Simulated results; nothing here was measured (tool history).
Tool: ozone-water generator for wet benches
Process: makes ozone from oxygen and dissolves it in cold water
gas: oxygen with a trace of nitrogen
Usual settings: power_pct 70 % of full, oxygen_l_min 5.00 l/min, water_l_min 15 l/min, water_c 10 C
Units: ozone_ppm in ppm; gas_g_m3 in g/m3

run,hour,power_pct,oxygen_l_min,water_l_min,water_c,ozone_ppm,gas_g_m3
1,0.0,70,5.00,15,10,29.5,198.6
2,122.4,70,6.27,15,10,30.8,180.3
3,192.9,70,6.27,15,10,30.5,182.1
4,293.1,70,6.27,15,10,31.1,179.8
5,366.4,70,6.27,15,10,30.6,181.9
6,480.5,70,6.27,15,10,30.5,179.8
7,574.6,70,6.27,15,10,31.0,180.5
8,657.9,70,6.27,15,10,30.5,180.7
9,753.9,70,6.84,15,10,31.3,175.1
10,889.9,70,2.78,20,12,18.6,235.2
11,963.0,70,2.78,10,8,35.9,234.8
12,1021.1,56,4.81,11,10,32.1,174.0
13,1077.3,56,4.81,11,10,32.3,174.1
14,1175.5,56,4.81,15,11,25.7,175.2
15,1312.9,95,2.91,16,7,28.8,271.7

Run 16 comes next. What will it give?
16,1408.8,70,5.22,12,10,?,?

ozone_ppm: 35.0 ppm
gas_g_m3: 187.7 g/m3
Without the tool's hidden state the same run would have given ozone_ppm 35.0 ppm, gas_g_m3 191.6 g/m3.
